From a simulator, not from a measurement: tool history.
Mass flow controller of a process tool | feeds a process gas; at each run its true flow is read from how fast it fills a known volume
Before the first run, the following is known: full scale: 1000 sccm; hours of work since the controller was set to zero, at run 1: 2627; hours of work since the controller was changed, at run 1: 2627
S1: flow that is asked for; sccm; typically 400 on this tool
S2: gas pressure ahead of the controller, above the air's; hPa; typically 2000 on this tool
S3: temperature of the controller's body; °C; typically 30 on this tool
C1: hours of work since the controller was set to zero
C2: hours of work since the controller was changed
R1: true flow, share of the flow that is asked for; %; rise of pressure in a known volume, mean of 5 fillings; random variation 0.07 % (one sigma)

run,hour,S1,S2,S3,C1,C2,R1
1,0,400,2000,30,2627,2627,95.26
2,389.8,400,2000,30,2938,2938,94.93
3,776.6,400,2000,30,3247,3247,94.68
4,1072.2,400,2120,30,3484,3484,94.43
5,1391.8,400,2120,30,3739,3739,94.13
6,1647.2,400,1560,30,3943,3943,94.29
7,1858.6,400,2000,30,4112,4112,93.93
8,2255.4,400,2000,30,4429,4429,93.48
# hour 2591.8: controller's zero set anew
9,2672.5,400,2000,30,64,4762,91.77
10,3041.2,400,2000,29,359,5056,91.47
11,3221.5,400,2000,30,503,5200,91.27
12,3434.4,400,2000,30,673,5371,91.2
13,3723.3,400,2000,30,904,5601,90.94
14,4020.7,285,2000,30,1142,5839,88.63
15,4241.2,243,2000,30,1318,6015,87.27
# hour 4600.8: controller's zero set anew, once more
16,4634.9,243,2000,30,27,6329,94.08
17,5032.5,400,1720,30,345,6647,94.53
18,5404.3,400,1720,30,642,6944,94.2
19,5661.3,144,2000,30,847,7150,92.04
20,6028.6,122,2000,27,1141,7443,91.07
# hour 6273.3: controller exchanged for a calibrated one
21,6377,839,2130,27,83,83,99.3
22,6753.4,839,2430,27,384,384,98.79
23,7100.4,103,2000,27,661,661,95.29
24,7314.6,160,1660,24,832,832,95.67
25,7675.8,400,1830,22,1121,1121,96.68
26,7976.3,123,1870,21,1361,1361,93.97
27,8272.7,892,2000,30,1598,1598,98.6
28,8609.6,136,2610,26,1867,1867,93.17
29,8861.5,136,2610,26,2068,2068,92.58
30,9194.5,136,2610,26,2334,2334,92.19
31,9465.6,698,2400,30,2551,2551,96.87
32,9726,400,2000,21,2759,2759,94.8
33,9971.8,400,2000,21,2955,2955,94.65
34,10179.9,400,2000,21,3122,3122,94.53
35,10552.6,400,1430,32,3419,3419,95.18
36,10819.5,806,1430,32,3633,3633,97.24
37,11156.9,320,2310,38,3902,3902,93.79
38,11348.1,287,2780,30,4055,4055,92.44

For each run, the measured value with the value that run would have given without the tool's hidden condition subtracted. The run-to-run variation is shared by both, the gauge scatter possibly not:
Unlogged tool condition in this case: flow at rest that the sensor doesn't see, % of full scale; true flow over the shown one, %; drift of the gauge itself on true_pct, %.
run,R1
1,-3.01
2,-3.31
3,-3.6
4,-3.84
5,-4.1
6,-4.29
7,-4.45
8,-4.77
9,-6.45
10,-6.73
11,-6.88
12,-7.06
13,-7.29
14,-9.25
15,-10.51
16,-3.69
17,-3.93
18,-4.22
19,-5.32
20,-6.19
21,-0.21
22,-0.44
23,-1.75
24,-1.57
25,-1.25
26,-2.94
27,-1.33
28,-3.72
29,-4.13
30,-4.64
31,-2.17
32,-2.91
33,-3.09
34,-3.25
35,-3.55
36,-2.9
37,-4.48
38,-4.91
